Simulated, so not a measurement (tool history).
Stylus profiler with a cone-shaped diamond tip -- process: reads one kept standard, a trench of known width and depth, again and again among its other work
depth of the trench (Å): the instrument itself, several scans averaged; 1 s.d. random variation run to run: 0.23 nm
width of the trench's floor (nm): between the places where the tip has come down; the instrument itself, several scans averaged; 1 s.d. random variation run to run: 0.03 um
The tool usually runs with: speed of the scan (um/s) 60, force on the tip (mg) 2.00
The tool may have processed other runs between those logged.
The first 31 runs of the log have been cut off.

run	hour	speed of the scan (um/s)	force on the tip (mg)	depth of the trench (Å)	width of the trench's floor (nm)
32	441.1	133	2.00	10126.6	93030
33	455.7	133	2.00	10127.4	93030
34	471.5	133	2.00	10125.9	92990
35	485.5	133	2.00	10125.1	93060
36	503.9	133	2.00	10125.8	93030
37	514.8	133	2.00	10127.9	92960
38	523.6	60	4.21	10209.0	93680
39	540.9	60	4.21	10211.0	93700

Predict each of these 5 candidate next runs independently; none follows another, all start after run 39:
A	561.1	20	1.19	?	?
B	561.1	60	2.20	?	?
C	561.1	172	4.08	?	?
D	561.1	19	2.07	?	?
E	561.1	195	2.00	?	?

run	depth of the trench (Å)	width of the trench's floor (nm)
A	10088.1	93800
B	10135.9	93640
C	10204.0	93140
D	10128.7	93870
E	10132.1	92510
What these runs would have given with no unlogged condition in the tool:
run	depth of the trench (Å)	width of the trench's floor (nm)
A	10088.0	93810
B	10135.7	93650
C	10203.9	93150
D	10128.5	93880
E	10131.9	92520
